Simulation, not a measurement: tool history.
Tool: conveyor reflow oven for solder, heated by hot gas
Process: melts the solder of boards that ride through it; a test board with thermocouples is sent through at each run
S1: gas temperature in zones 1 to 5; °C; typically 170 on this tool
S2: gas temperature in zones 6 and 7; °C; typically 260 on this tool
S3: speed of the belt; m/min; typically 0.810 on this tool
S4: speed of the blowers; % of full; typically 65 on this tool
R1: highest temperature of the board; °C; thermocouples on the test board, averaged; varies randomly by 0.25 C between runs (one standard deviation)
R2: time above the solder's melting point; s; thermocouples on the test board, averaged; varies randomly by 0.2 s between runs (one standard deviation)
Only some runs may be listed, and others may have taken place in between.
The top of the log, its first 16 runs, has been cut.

run   hour   S1   S2     S3  S4     R1    R2
 17  258.6  170  260  0.810  65  244.1  38.6
 18  276.3  175  253  0.810  50  235.8  32.1
 19  297.4  184  273  0.758  52  256.5  53.4
 20  316.4  184  273  0.953  73  254.2  40.9
 21  333.0  184  273  0.953  73  254.0  41.1
 22  354.5  156  274  0.908  58  246.6  32.0
 23  373.2  171  260  0.810  65  244.0  39.4
 24  387.1  165  270  0.886  85  252.9  39.1
 25  405.4  165  270  0.886  85  252.3  39.2
 26  423.9  170  260  0.688  70  249.0  50.9
 27  442.8  170  267  0.688  70  254.9  54.9
 28  453.7  171  254  0.798  70  239.6  37.2
 29  465.8  170  272  0.810  57  252.0  43.7
 30  484.9  170  272  0.810  57  252.2  43.3
 31  502.1  170  262  0.810  65  245.0  39.9

What if the next run were any one of these 4? Each begins from the tool's condition after run 31:
  A  515.6  170  260  0.755  55   ?   ?
  B  515.6  171  259  0.810  64   ?   ?
  C  515.6  171  262  0.878  87   ?   ?
  D  515.6  170  260  0.810  64   ?   ?

run     R1    R2
  A  243.4  41.2
  B  242.4  37.8
  C  246.9  37.9
  D  243.0  37.9
Take away the tool's hidden state, keep each run's random variation, and the runs would have read:
run     R1    R2
  A  244.8  41.7
  B  243.9  38.4
  C  248.5  38.4
  D  244.5  38.4
